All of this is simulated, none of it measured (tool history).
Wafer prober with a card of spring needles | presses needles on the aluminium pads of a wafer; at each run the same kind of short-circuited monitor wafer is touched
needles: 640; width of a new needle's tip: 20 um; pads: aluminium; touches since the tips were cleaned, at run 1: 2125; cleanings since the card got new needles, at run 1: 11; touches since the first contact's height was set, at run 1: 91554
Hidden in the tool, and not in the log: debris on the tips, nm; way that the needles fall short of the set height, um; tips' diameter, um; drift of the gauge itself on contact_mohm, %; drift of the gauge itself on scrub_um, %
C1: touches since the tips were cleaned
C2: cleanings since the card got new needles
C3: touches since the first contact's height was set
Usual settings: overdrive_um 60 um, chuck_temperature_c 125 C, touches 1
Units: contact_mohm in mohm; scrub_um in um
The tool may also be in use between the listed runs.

{"run": 1, "hour": 0.0, "overdrive_um": 60, "chuck_temperature_c": 125, "touches": 1, "C1": 2125, "C2": 11, "C3": 91554, "contact_mohm": 155, "scrub_um": 14.11}
{"run": 2, "hour": 5.0, "overdrive_um": 60, "chuck_temperature_c": 125, "touches": 1, "C1": 3364, "C2": 11, "C3": 92793, "contact_mohm": 159, "scrub_um": 14.11}
{"run": 3, "hour": 15.1, "overdrive_um": 60, "chuck_temperature_c": 125, "touches": 1, "C1": 5895, "C2": 11, "C3": 95324, "contact_mohm": 163, "scrub_um": 14.1}
{"hour": 18.7, "done": "tips cleaned on abrasive film"}
{"run": 4, "hour": 25.3, "overdrive_um": 60, "chuck_temperature_c": 125, "touches": 3, "C1": 1645, "C2": 12, "C3": 97825, "contact_mohm": 147, "scrub_um": 14.09}
{"run": 5, "hour": 30.5, "overdrive_um": 60, "chuck_temperature_c": 125, "touches": 3, "C1": 2939, "C2": 12, "C3": 99119, "contact_mohm": 149, "scrub_um": 14.08}
{"run": 6, "hour": 39.7, "overdrive_um": 60, "chuck_temperature_c": 125, "touches": 1, "C1": 5242, "C2": 12, "C3": 101422, "contact_mohm": 160, "scrub_um": 14.11}
{"hour": 40.6, "done": "height of the first contact set anew"}
{"hour": 47.0, "done": "tips cleaned on abrasive film"}
{"run": 7, "hour": 49.7, "overdrive_um": 60, "chuck_temperature_c": 125, "touches": 1, "C1": 684, "C2": 13, "C3": 2248, "contact_mohm": 150, "scrub_um": 14.04}
{"run": 8, "hour": 54.8, "overdrive_um": 60, "chuck_temperature_c": 125, "touches": 1, "C1": 1935, "C2": 13, "C3": 3499, "contact_mohm": 154, "scrub_um": 14.05}
{"run": 9, "hour": 59.2, "overdrive_um": 77, "chuck_temperature_c": 125, "touches": 1, "C1": 3043, "C2": 13, "C3": 4607, "contact_mohm": 149, "scrub_um": 18.09}
{"run": 10, "hour": 66.1, "overdrive_um": 77, "chuck_temperature_c": 125, "touches": 1, "C1": 4763, "C2": 13, "C3": 6327, "contact_mohm": 154, "scrub_um": 18.05}
{"hour": 70.5, "done": "height of the first contact set anew, once more"}
{"hour": 74.7, "done": "tips cleaned on abrasive film"}
{"run": 11, "hour": 74.7, "overdrive_um": 45, "chuck_temperature_c": 26, "touches": 1, "C1": 0, "C2": 14, "C3": 1013, "contact_mohm": 136, "scrub_um": 10.67}
{"run": 12, "hour": 82.9, "overdrive_um": 45, "chuck_temperature_c": 26, "touches": 1, "C1": 2045, "C2": 14, "C3": 3058, "contact_mohm": 153, "scrub_um": 10.67}
{"run": 13, "hour": 87.6, "overdrive_um": 71, "chuck_temperature_c": 125, "touches": 1, "C1": 3214, "C2": 14, "C3": 4227, "contact_mohm": 153, "scrub_um": 16.85}
{"run": 14, "hour": 94.3, "overdrive_um": 71, "chuck_temperature_c": 125, "touches": 1, "C1": 4864, "C2": 14, "C3": 5877, "contact_mohm": 153, "scrub_um": 16.87}
{"hour": 102.3, "done": "tips cleaned on abrasive film"}
{"run": 15, "hour": 103.3, "overdrive_um": 71, "chuck_temperature_c": 125, "touches": 1, "C1": 243, "C2": 15, "C3": 8097, "contact_mohm": 142, "scrub_um": 16.83}
{"run": 16, "hour": 108.3, "overdrive_um": 51, "chuck_temperature_c": 125, "touches": 3, "C1": 1502, "C2": 15, "C3": 9356, "contact_mohm": 154, "scrub_um": 12.09}
{"run": 17, "hour": 116.8, "overdrive_um": 60, "chuck_temperature_c": 68, "touches": 1, "C1": 3605, "C2": 15, "C3": 11459, "contact_mohm": 151, "scrub_um": 14.24}

5 ways to go on from here, each from the tool as it stands after run 17. What would each give?
{"run": "A", "hour": 125.5, "overdrive_um": 60, "chuck_temperature_c": 89, "touches": 1, "C1": 5761, "C2": 15, "C3": 13615, "contact_mohm": "?", "scrub_um": "?"}
{"run": "B", "hour": 125.5, "overdrive_um": 54, "chuck_temperature_c": 30, "touches": 1, "C1": 5761, "C2": 15, "C3": 13615, "contact_mohm": "?", "scrub_um": "?"}
{"run": "C", "hour": 125.5, "overdrive_um": 60, "chuck_temperature_c": 75, "touches": 3, "C1": 5761, "C2": 15, "C3": 13615, "contact_mohm": "?", "scrub_um": "?"}
{"run": "D", "hour": 125.5, "overdrive_um": 69, "chuck_temperature_c": 41, "touches": 2, "C1": 5761, "C2": 15, "C3": 13615, "contact_mohm": "?", "scrub_um": "?"}
{"run": "E", "hour": 125.5, "overdrive_um": 43, "chuck_temperature_c": 68, "touches": 1, "C1": 5761, "C2": 15, "C3": 13615, "contact_mohm": "?", "scrub_um": "?"}

run=A contact_mohm=157 scrub_um=14.23
run=B contact_mohm=154 scrub_um=12.79
run=C contact_mohm=145 scrub_um=14.25
run=D contact_mohm=139 scrub_um=16.39
run=E contact_mohm=170 scrub_um=10.18
Without the tool's hidden state the same runs would have given:
run=A contact_mohm=140 scrub_um=14.25
run=B contact_mohm=131 scrub_um=12.82
run=C contact_mohm=138 scrub_um=14.28
run=D contact_mohm=130 scrub_um=16.41
run=E contact_mohm=139 scrub_um=10.21

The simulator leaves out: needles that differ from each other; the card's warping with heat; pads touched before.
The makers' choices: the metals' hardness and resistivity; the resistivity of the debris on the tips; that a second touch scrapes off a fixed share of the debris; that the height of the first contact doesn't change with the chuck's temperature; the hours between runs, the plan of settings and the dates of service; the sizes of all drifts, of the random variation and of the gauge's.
